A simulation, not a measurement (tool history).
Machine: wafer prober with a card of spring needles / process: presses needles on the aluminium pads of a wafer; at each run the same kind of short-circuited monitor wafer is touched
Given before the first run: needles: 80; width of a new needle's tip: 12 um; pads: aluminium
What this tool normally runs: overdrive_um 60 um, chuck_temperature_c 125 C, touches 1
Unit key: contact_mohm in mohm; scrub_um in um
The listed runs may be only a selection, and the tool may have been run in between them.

run 1 hour=0 | overdrive_um=60 chuck_temperature_c=125 touches=1 | contact_mohm=165 scrub_um=10.89
run 2 hour=7.2 | overdrive_um=60 chuck_temperature_c=125 touches=1 | contact_mohm=166 scrub_um=10.97
run 3 hour=15.2 | overdrive_um=60 chuck_temperature_c=125 touches=1 | contact_mohm=164 scrub_um=10.94
run 4 hour=22.5 | overdrive_um=60 chuck_temperature_c=125 touches=1 | contact_mohm=163 scrub_um=11.04
run 5 hour=30.2 | overdrive_um=60 chuck_temperature_c=29 touches=1 | contact_mohm=148 scrub_um=11.02
-- hour=39.2 tips cleaned on abrasive film
run 6 hour=41.7 | overdrive_um=60 chuck_temperature_c=29 touches=1 | contact_mohm=148 scrub_um=10.94
run 7 hour=52.8 | overdrive_um=60 chuck_temperature_c=29 touches=1 | contact_mohm=147 scrub_um=10.98
run 8 hour=59.6 | overdrive_um=60 chuck_temperature_c=29 touches=1 | contact_mohm=147 scrub_um=10.97
run 9 hour=68.1 | overdrive_um=60 chuck_temperature_c=29 touches=1 | contact_mohm=147 scrub_um=11.19
run 10 hour=76.8 | overdrive_um=60 chuck_temperature_c=29 touches=1 | contact_mohm=145 scrub_um=11.03
-- hour=79.4 tips cleaned on abrasive film
run 11 hour=89.3 | overdrive_um=60 chuck_temperature_c=29 touches=1 | contact_mohm=149 scrub_um=11.06
run 12 hour=99 | overdrive_um=60 chuck_temperature_c=29 touches=1 | contact_mohm=148 scrub_um=11.02
run 13 hour=107.2 | overdrive_um=60 chuck_temperature_c=29 touches=1 | contact_mohm=150 scrub_um=11.17
run 14 hour=116.2 | overdrive_um=60 chuck_temperature_c=29 touches=1 | contact_mohm=148 scrub_um=11.14
-- hour=119.1 tips cleaned on abrasive film
run 15 hour=125.8 | overdrive_um=60 chuck_temperature_c=29 touches=1 | contact_mohm=148 scrub_um=11.03
run 16 hour=133.6 | overdrive_um=60 chuck_temperature_c=29 touches=1 | contact_mohm=150 scrub_um=11.11
run 17 hour=139.6 | overdrive_um=60 chuck_temperature_c=125 touches=1 | contact_mohm=163 scrub_um=11.23
run 18 hour=149.7 | overdrive_um=60 chuck_temperature_c=125 touches=1 | contact_mohm=164 scrub_um=11.21
run 19 hour=155.8 | overdrive_um=60 chuck_temperature_c=125 touches=1 | contact_mohm=165 scrub_um=11.15
-- hour=158.8 tips cleaned on abrasive film
run 20 hour=168.3 | overdrive_um=71 chuck_temperature_c=111 touches=1 | contact_mohm=160 scrub_um=13.29
run 21 hour=178.6 | overdrive_um=60 chuck_temperature_c=84 touches=1 | contact_mohm=159 scrub_um=11.12
run 22 hour=188.1 | overdrive_um=60 chuck_temperature_c=84 touches=1 | contact_mohm=158 scrub_um=11.16
-- hour=198.7 tips cleaned on abrasive film
run 23 hour=198.8 | overdrive_um=76 chuck_temperature_c=40 touches=1 | contact_mohm=148 scrub_um=14.14
run 24 hour=210.2 | overdrive_um=75 chuck_temperature_c=60 touches=3 | contact_mohm=150 scrub_um=14.05
run 25 hour=215.2 | overdrive_um=75 chuck_temperature_c=60 touches=3 | contact_mohm=150 scrub_um=14.04
run 26 hour=224.3 | overdrive_um=75 chuck_temperature_c=60 touches=3 | contact_mohm=150 scrub_um=14.06
run 27 hour=233.2 | overdrive_um=60 chuck_temperature_c=39 touches=1 | contact_mohm=149 scrub_um=11.29
-- hour=238.3 tips cleaned on abrasive film
run 28 hour=239.3 | overdrive_um=60 chuck_temperature_c=39 touches=1 | contact_mohm=151 scrub_um=11.29
run 29 hour=249.5 | overdrive_um=50 chuck_temperature_c=38 touches=2 | contact_mohm=150 scrub_um=9.37
run 30 hour=255.9 | overdrive_um=73 chuck_temperature_c=34 touches=1 | contact_mohm=146 scrub_um=13.67
run 31 hour=264.1 | overdrive_um=60 chuck_temperature_c=125 touches=2 | contact_mohm=167 scrub_um=11.25
-- hour=268.2 gauge calibrated
run 32 hour=276.6 | overdrive_um=42 chuck_temperature_c=125 touches=3 | contact_mohm=171 scrub_um=7.66
-- hour=278.5 tips cleaned on abrasive film
run 33 hour=286 | overdrive_um=42 chuck_temperature_c=125 touches=3 | contact_mohm=172 scrub_um=7.63
run 34 hour=292.5 | overdrive_um=42 chuck_temperature_c=115 touches=1 | contact_mohm=171 scrub_um=7.77

Each row is a separate what-if for the run after 34, all from the same tool condition, not one after another. Results?
run A hour=305 | overdrive_um=42 chuck_temperature_c=63 touches=3 | contact_mohm=? scrub_um=?
run B hour=305 | overdrive_um=75 chuck_temperature_c=29 touches=1 | contact_mohm=? scrub_um=?
run C hour=305 | overdrive_um=70 chuck_temperature_c=110 touches=2 | contact_mohm=? scrub_um=?
run D hour=305 | overdrive_um=42 chuck_temperature_c=106 touches=1 | contact_mohm=? scrub_um=?

run=A contact_mohm=159 scrub_um=7.66
run=B contact_mohm=145 scrub_um=13.83
run=C contact_mohm=156 scrub_um=12.83
run=D contact_mohm=169 scrub_um=7.74
The same runs, with their run-to-run variation unchanged, on a tool lacking any hidden condition would have given:
run=A contact_mohm=159 scrub_um=7.63
run=B contact_mohm=145 scrub_um=13.77
run=C contact_mohm=156 scrub_um=12.78
run=D contact_mohm=169 scrub_um=7.7
